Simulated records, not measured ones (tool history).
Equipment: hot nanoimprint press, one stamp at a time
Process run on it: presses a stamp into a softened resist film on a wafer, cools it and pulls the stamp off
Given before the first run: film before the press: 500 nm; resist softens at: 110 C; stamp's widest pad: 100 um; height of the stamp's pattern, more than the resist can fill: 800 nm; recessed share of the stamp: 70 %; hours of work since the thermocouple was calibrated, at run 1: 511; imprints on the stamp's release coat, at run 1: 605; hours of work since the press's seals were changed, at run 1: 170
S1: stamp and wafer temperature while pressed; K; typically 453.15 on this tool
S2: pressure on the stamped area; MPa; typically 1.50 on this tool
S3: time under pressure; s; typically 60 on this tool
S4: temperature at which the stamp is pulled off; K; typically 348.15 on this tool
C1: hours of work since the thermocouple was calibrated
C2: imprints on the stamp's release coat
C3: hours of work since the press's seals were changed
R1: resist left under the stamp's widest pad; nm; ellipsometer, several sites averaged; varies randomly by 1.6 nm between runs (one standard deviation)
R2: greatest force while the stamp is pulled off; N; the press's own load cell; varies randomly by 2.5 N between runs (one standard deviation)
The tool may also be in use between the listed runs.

run	hour	S1	S2	S3	S4	C1	C2	C3	R1	R2
1	0.0	453.15	1.50	60	348.15	511	605	170	282.1	222
2	17.4	453.15	1.50	60	348.15	522	688	181	277.8	228
3	32.8	453.15	1.50	60	348.15	532	761	191	277.2	222
4	41.5	453.15	1.50	60	348.15	538	802	196	278.3	222
5	58.6	453.15	1.50	60	348.15	549	884	207	276.2	223
# hour 69.7: stamp cleaned and given a new release coat
6	76.3	453.15	1.50	60	348.15	556	32	215	275.9	222
7	92.3	453.15	1.50	60	348.15	566	108	225	276.4	222
# hour 107.3: plate thermocouple calibrated
8	109.9	453.15	1.50	60	348.15	2	177	234	274.4	226
9	119.8	453.15	1.50	60	348.15	8	224	241	280.3	223
10	130.6	453.15	1.50	60	348.15	15	276	247	274.0	225
11	144.3	454.15	1.65	70	339.15	24	341	256	240.3	271
12	162.6	453.15	1.25	74	348.15	35	428	268	281.2	226
13	182.5	453.15	1.25	74	348.15	48	523	280	282.4	226
14	200.4	453.15	1.25	74	348.15	59	608	292	282.9	231
15	212.6	453.15	1.84	59	334.15	67	666	300	251.0	299

Run 16 comes next. What will it give?
16	225.3	450.15	1.84	59	334.15	75	727	308	?	?

R1: 280.0 nm
R2: 300 N
Without the tool's hidden state the same run would have given R1 284.1 nm, R2 299 N.
